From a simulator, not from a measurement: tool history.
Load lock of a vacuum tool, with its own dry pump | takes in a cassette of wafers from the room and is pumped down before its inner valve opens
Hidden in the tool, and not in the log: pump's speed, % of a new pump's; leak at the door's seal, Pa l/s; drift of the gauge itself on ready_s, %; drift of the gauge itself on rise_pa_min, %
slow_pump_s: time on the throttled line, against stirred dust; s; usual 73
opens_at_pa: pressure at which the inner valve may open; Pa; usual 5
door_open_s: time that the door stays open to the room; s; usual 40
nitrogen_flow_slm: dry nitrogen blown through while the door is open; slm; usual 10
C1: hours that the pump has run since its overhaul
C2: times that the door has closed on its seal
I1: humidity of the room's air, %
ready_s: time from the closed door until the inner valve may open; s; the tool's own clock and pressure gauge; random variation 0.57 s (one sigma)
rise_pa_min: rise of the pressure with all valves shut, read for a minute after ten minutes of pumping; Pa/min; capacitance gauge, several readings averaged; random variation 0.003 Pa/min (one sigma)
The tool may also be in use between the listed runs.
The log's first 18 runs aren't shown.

run 19 hour=7685.4 | slow_pump_s=73 opens_at_pa=5 door_open_s=40 nitrogen_flow_slm=10 | C1=13143 C2=23779 | I1=45.6 | ready_s=99.8 rise_pa_min=0.321
run 20 hour=8000.4 | slow_pump_s=73 opens_at_pa=5 door_open_s=40 nitrogen_flow_slm=10 | C1=13458 C2=25159 | I1=46.5 | ready_s=98.9 rise_pa_min=0.362
-- hour=8317.2 door's seal changed, seat wiped
run 21 hour=8453.6 | slow_pump_s=73 opens_at_pa=6 door_open_s=40 nitrogen_flow_slm=10 | C1=13910 C2=597 | I1=47 | ready_s=98.1 rise_pa_min=0.026
run 22 hour=8846.5 | slow_pump_s=73 opens_at_pa=6 door_open_s=40 nitrogen_flow_slm=10 | C1=14303 C2=2318 | I1=42.6 | ready_s=98.9 rise_pa_min=0.029
run 23 hour=9344.9 | slow_pump_s=73 opens_at_pa=6 door_open_s=69 nitrogen_flow_slm=10 | C1=14801 C2=4501 | I1=42.7 | ready_s=98.8 rise_pa_min=0.054
run 24 hour=9850.1 | slow_pump_s=73 opens_at_pa=6 door_open_s=69 nitrogen_flow_slm=10 | C1=15306 C2=6715 | I1=49.6 | ready_s=98.6 rise_pa_min=0.079
run 25 hour=10233.2 | slow_pump_s=73 opens_at_pa=7 door_open_s=40 nitrogen_flow_slm=14 | C1=15689 C2=8393 | I1=44.1 | ready_s=98.3 rise_pa_min=0.078
run 26 hour=10614.7 | slow_pump_s=73 opens_at_pa=4 door_open_s=40 nitrogen_flow_slm=10 | C1=16071 C2=10064 | I1=47.1 | ready_s=99.8 rise_pa_min=0.097
run 27 hour=10973.7 | slow_pump_s=78 opens_at_pa=9 door_open_s=87 nitrogen_flow_slm=12 | C1=16430 C2=11636 | I1=45.6 | ready_s=101.1 rise_pa_min=0.131
run 28 hour=11525.7 | slow_pump_s=103 opens_at_pa=9 door_open_s=116 nitrogen_flow_slm=21 | C1=16982 C2=14055 | I1=43.8 | ready_s=121.6 rise_pa_min=0.155
run 29 hour=11890.6 | slow_pump_s=103 opens_at_pa=9 door_open_s=116 nitrogen_flow_slm=21 | C1=17347 C2=15653 | I1=44.1 | ready_s=126.5 rise_pa_min=0.184
run 30 hour=12352.5 | slow_pump_s=40 opens_at_pa=10 door_open_s=116 nitrogen_flow_slm=6 | C1=17809 C2=17676 | I1=44.1 | ready_s=68.3 rise_pa_min=0.228
run 31 hour=12670.4 | slow_pump_s=75 opens_at_pa=5 door_open_s=173 nitrogen_flow_slm=15 | C1=18126 C2=19069 | I1=45.5 | ready_s=101.6 rise_pa_min=0.252
run 32 hour=13196.7 | slow_pump_s=73 opens_at_pa=5 door_open_s=35 nitrogen_flow_slm=10 | C1=18653 C2=21374 | I1=46.4 | ready_s=99.7 rise_pa_min=0.273
run 33 hour=13705.9 | slow_pump_s=73 opens_at_pa=5 door_open_s=35 nitrogen_flow_slm=10 | C1=19162 C2=23605 | I1=43.3 | ready_s=100.6 rise_pa_min=0.326
run 34 hour=14188.4 | slow_pump_s=144 opens_at_pa=9 door_open_s=35 nitrogen_flow_slm=5 | C1=19644 C2=25718 | I1=45.6 | ready_s=162 rise_pa_min=0.386
-- hour=14393.2 door's seal changed, seat wiped
run 35 hour=14646.3 | slow_pump_s=68 opens_at_pa=5 door_open_s=79 nitrogen_flow_slm=5 | C1=20101 C2=1109 | I1=43 | ready_s=95.4 rise_pa_min=0.047
run 36 hour=15185 | slow_pump_s=73 opens_at_pa=8 door_open_s=40 nitrogen_flow_slm=7 | C1=20640 C2=3468 | I1=46.3 | ready_s=97.8 rise_pa_min=0.041

5 ways to go on from here, each from the tool as it stands after run 36. What would each give?
run A hour=15494.8 | slow_pump_s=119 opens_at_pa=6 door_open_s=40 nitrogen_flow_slm=12 | C1=20949 C2=4826 | I1=44.6 | ready_s=? rise_pa_min=?
run B hour=15494.8 | slow_pump_s=124 opens_at_pa=8 door_open_s=40 nitrogen_flow_slm=30 | C1=20949 C2=4826 | I1=47.4 | ready_s=? rise_pa_min=?
run C hour=15494.8 | slow_pump_s=129 opens_at_pa=4 door_open_s=64 nitrogen_flow_slm=7 | C1=20949 C2=4826 | I1=42.5 | ready_s=? rise_pa_min=?
run D hour=15494.8 | slow_pump_s=56 opens_at_pa=4 door_open_s=40 nitrogen_flow_slm=7 | C1=20949 C2=4826 | I1=47 | ready_s=? rise_pa_min=?
run E hour=15494.8 | slow_pump_s=124 opens_at_pa=8 door_open_s=33 nitrogen_flow_slm=7 | C1=20949 C2=4826 | I1=44.5 | ready_s=? rise_pa_min=?

run=A ready_s=139.7 rise_pa_min=0.05
run=B ready_s=144.4 rise_pa_min=0.041
run=C ready_s=151.7 rise_pa_min=0.061
run=D ready_s=86.3 rise_pa_min=0.053
run=E ready_s=143 rise_pa_min=0.055
Without the tool's hidden state the same runs would have given:
run=A ready_s=136.5 rise_pa_min=0.023
run=B ready_s=141.4 rise_pa_min=0.014
run=C ready_s=148.3 rise_pa_min=0.034
run=D ready_s=81.7 rise_pa_min=0.026
run=E ready_s=140.1 rise_pa_min=0.028
